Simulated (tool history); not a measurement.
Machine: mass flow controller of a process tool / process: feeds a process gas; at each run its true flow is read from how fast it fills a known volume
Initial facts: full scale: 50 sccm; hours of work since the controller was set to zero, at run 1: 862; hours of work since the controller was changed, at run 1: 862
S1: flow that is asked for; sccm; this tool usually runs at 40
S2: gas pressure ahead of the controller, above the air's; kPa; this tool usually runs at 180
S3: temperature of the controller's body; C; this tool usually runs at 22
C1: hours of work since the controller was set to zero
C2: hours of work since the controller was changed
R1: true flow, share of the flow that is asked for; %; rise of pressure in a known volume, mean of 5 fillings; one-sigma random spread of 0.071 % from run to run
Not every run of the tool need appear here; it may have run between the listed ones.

run,day,S1,S2,S3,C1,C2,R1
1,0,40,180,22,862,862,99.65
2,7.242,40,180,22,952,952,99.62
3,11.225,40,228,22,1002,1002,99.4
4,15.383,40,228,22,1053,1053,99.31
5,21.088,40,228,22,1124,1124,99.36
6,25.371,40,228,22,1177,1177,99.14
7,31.696,40,228,22,1256,1256,99.12
8,36.888,40,228,22,1321,1321,99.03
9,41.067,40,228,22,1372,1372,99.13
10,48.529,40,228,22,1465,1465,98.96
11,55.238,40,228,22,1548,1548,98.99
12,60.717,40,228,22,1617,1617,98.97
13,66.342,40,228,22,1686,1686,98.84
14,74.412,40,228,22,1787,1787,98.84
15,82.617,40,228,22,1889,1889,98.71
16,90.946,43,242,37,1992,1992,98.07
17,96.588,43,256,21,2062,2062,98.67
18,102.117,43,256,21,2131,2131,98.57
19,110.242,37,180,33,2232,2232,97.98
20,117.588,40,188,28,2323,2323,98.49
21,123.971,40,164,22,2402,2402,98.61
22,130.133,40,164,22,2479,2479,98.6
23,139.062,40,164,22,2590,2590,98.4
24,144.471,18,221,22,2657,2657,96.88
25,153.804,6,151,22,2773,2773,96.37
26,159.875,40,199,28,2848,2848,97.91
27,168.258,40,274,24,2953,2953,97.59
28,172.804,40,274,24,3009,3009,97.6

Forecast each of these 5 alternatives for the next run:
A,178.096,36,192,23,3075,3075,?
B,178.096,34,216,25,3075,3075,?
C,178.096,40,251,24,3075,3075,?
D,178.096,9,252,25,3075,3075,?
E,178.096,6,143,20,3075,3075,?

run,R1
A,97.82
B,97.45
C,97.69
D,95.73
E,96.45
Without the tool's unlogged condition, the same runs would have read:
run,R1
A,99.34
B,98.97
C,99.21
D,97.23
E,97.96
